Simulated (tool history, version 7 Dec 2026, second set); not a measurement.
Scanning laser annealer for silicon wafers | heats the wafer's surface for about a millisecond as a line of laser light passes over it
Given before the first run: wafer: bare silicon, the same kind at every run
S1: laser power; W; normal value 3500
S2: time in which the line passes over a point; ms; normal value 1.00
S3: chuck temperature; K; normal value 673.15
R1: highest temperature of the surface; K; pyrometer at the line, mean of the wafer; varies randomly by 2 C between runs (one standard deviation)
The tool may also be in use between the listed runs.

run,hour,S1,S2,S3,R1
1,0.0,3500,1.00,673.15,1483.15
2,10.4,3500,1.00,673.15,1481.15
3,21.8,3500,1.00,673.15,1480.15
4,32.9,3500,1.00,673.15,1480.15
5,41.8,3301,1.00,673.15,1428.15
6,53.7,3500,0.85,673.15,1415.15
7,60.5,3500,1.00,673.15,1478.15
8,70.7,3500,1.00,673.15,1479.15
9,80.1,3500,1.00,673.15,1477.15
10,91.8,3500,1.00,673.15,1472.15
11,101.0,3500,1.00,673.15,1476.15
12,107.4,3500,1.00,673.15,1474.15
13,119.2,3500,1.00,673.15,1476.15
14,129.6,3500,1.00,673.15,1475.15
15,141.2,3500,1.00,673.15,1475.15
16,151.0,3500,1.00,673.15,1471.15
17,158.2,3043,0.97,673.15,1347.15
18,169.0,3043,0.97,673.15,1347.15
19,179.0,3500,1.14,649.15,1502.15
# hour 182.6: laser's power meter calibrated
20,187.9,3694,0.90,666.15,1474.15
21,198.3,3500,1.19,688.15,1568.15
22,204.3,3500,1.19,688.15,1562.15
# hour 213.1: laser's power meter calibrated, once more
23,220.2,3500,1.16,642.15,1500.15
24,228.0,3500,1.16,642.15,1498.15
25,240.1,3500,1.14,690.15,1540.15
26,245.8,3819,1.14,654.15,1593.15
27,253.1,3203,1.14,654.15,1421.15
28,258.7,3318,1.00,673.15,1418.15
29,269.2,3441,1.00,673.15,1450.15

Hidden state or all else? Some run-to-run changes of R1, split into what the settings, what came in and random variation would give without the hidden state, and what is left for the hidden state (with any gauge scatter that isn't in both results):
The tool's hidden condition here consists of: light that passes the window, % of a clean one's; laser's true power over the reading, %; width of the line over the set one, %; drift of the gauge itself on peak_c, C.
Run 18 -> 19: S1 3043 -> 3500, S2 0.97 -> 1.14, S3 673.15 -> 649.15. R1 +155.00 K: hidden state -11.00, all else +166.00.
Run 26 -> 27: S1 3819 -> 3203. R1 -172.00 K: hidden state +13.00, all else -185.00.
